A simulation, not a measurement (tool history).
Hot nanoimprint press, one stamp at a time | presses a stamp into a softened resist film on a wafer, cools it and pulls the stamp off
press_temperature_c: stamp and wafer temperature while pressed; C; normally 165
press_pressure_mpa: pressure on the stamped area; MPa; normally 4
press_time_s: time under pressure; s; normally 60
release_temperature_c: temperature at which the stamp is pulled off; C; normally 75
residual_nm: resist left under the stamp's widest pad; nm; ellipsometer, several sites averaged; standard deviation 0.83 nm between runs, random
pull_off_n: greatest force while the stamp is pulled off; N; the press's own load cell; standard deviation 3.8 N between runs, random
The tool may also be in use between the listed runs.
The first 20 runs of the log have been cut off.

run 21 day=6.988 | press_temperature_c=159 press_pressure_mpa=2.53 press_time_s=33 release_temperature_c=60 | residual_nm=175.6 pull_off_n=222
run 22 day=7.458 | press_temperature_c=175 press_pressure_mpa=5.09 press_time_s=34 release_temperature_c=63 | residual_nm=98.3 pull_off_n=217
run 23 day=8 | press_temperature_c=175 press_pressure_mpa=5.09 press_time_s=34 release_temperature_c=63 | residual_nm=97.3 pull_off_n=219
run 24 day=8.417 | press_temperature_c=163 press_pressure_mpa=6.16 press_time_s=108 release_temperature_c=71 | residual_nm=82.8 pull_off_n=192
run 25 day=8.775 | press_temperature_c=165 press_pressure_mpa=4.64 press_time_s=60 release_temperature_c=62 | residual_nm=111.1 pull_off_n=228
run 26 day=9.204 | press_temperature_c=175 press_pressure_mpa=4 press_time_s=80 release_temperature_c=75 | residual_nm=86.1 pull_off_n=185
run 27 day=9.675 | press_temperature_c=176 press_pressure_mpa=5.83 press_time_s=38 release_temperature_c=83 | residual_nm=85.7 pull_off_n=169
run 28 day=10.05 | press_temperature_c=176 press_pressure_mpa=5.88 press_time_s=38 release_temperature_c=83 | residual_nm=85.4 pull_off_n=165
run 29 day=10.362 | press_temperature_c=161 press_pressure_mpa=4 press_time_s=38 release_temperature_c=61 | residual_nm=147.2 pull_off_n=220
run 30 day=10.85 | press_temperature_c=161 press_pressure_mpa=4 press_time_s=38 release_temperature_c=61 | residual_nm=147.7 pull_off_n=218

4 ways to go on from here, each from the tool as it stands after run 30. What would each give?
run A day=11.238 | press_temperature_c=161 press_pressure_mpa=3.35 press_time_s=38 release_temperature_c=63 | residual_nm=? pull_off_n=?
run B day=11.238 | press_temperature_c=165 press_pressure_mpa=4 press_time_s=47 release_temperature_c=73 | residual_nm=? pull_off_n=?
run C day=11.238 | press_temperature_c=165 press_pressure_mpa=3.52 press_time_s=82 release_temperature_c=75 | residual_nm=? pull_off_n=?
run D day=11.238 | press_temperature_c=169 press_pressure_mpa=4 press_time_s=60 release_temperature_c=75 | residual_nm=? pull_off_n=?

run=A residual_nm=153.9 pull_off_n=217
run=B residual_nm=128.2 pull_off_n=187
run=C residual_nm=116.3 pull_off_n=182
run=D residual_nm=107.2 pull_off_n=187
Without the tool's unlogged condition, the same runs would have read:
run=A residual_nm=153.9 pull_off_n=215
run=B residual_nm=128.2 pull_off_n=185
run=C residual_nm=116.4 pull_off_n=180
run=D residual_nm=107.3 pull_off_n=185
